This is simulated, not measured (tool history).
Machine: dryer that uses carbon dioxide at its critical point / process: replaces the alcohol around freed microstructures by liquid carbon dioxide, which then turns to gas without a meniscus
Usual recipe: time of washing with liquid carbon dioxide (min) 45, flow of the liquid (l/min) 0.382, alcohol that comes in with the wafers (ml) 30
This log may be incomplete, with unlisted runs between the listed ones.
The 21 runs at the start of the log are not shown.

run	day	time of washing with liquid carbon dioxide (min)	flow of the liquid (l/min)	alcohol that comes in with the wafers (ml)	hours of work since the filter was changed	hours of work since the purifier's bed was changed	alcohol left in the vessel before it's heated (ppm by volume)
22	28.250	37	0.382	25	351	228	81
23	30.183	30	0.402	41	387	263	164
24	32.042	58	0.382	85	421	298	86
25	33.017	58	0.382	85	439	316	93
26	34.104	71	0.382	109	459	336	84
# day 34.879: inlet filter changed
27	35.492	59	0.382	64	11	360	99
28	36.496	43	0.382	109	30	379	103
29	38.417	43	0.382	109	65	414	129
30	39.604	43	0.382	109	87	436	140
31	41.221	36	0.382	120	117	466	221
32	42.750	63	0.469	30	145	494	139
33	43.775	63	0.469	30	164	513	123
34	45.600	61	0.565	30	197	547	150
35	46.717	36	0.564	30	218	567	147
36	48.133	36	0.564	30	244	593	160
37	49.317	28	0.382	25	266	615	259
38	50.521	28	0.382	30	288	637	268
39	51.592	28	0.382	24	308	657	273
40	52.767	28	0.513	31	329	679	204
41	53.933	59	0.382	30	351	700	188

Predict the results of run 42:
42	55.467	62	0.357	107	379	728	?

{"run 42": {"alcohol left in the vessel before it's heated (ppm by volume)": 200}}
Minus the tool's unlogged condition, the same run would have read alcohol left in the vessel before it's heated (ppm by volume) 8.
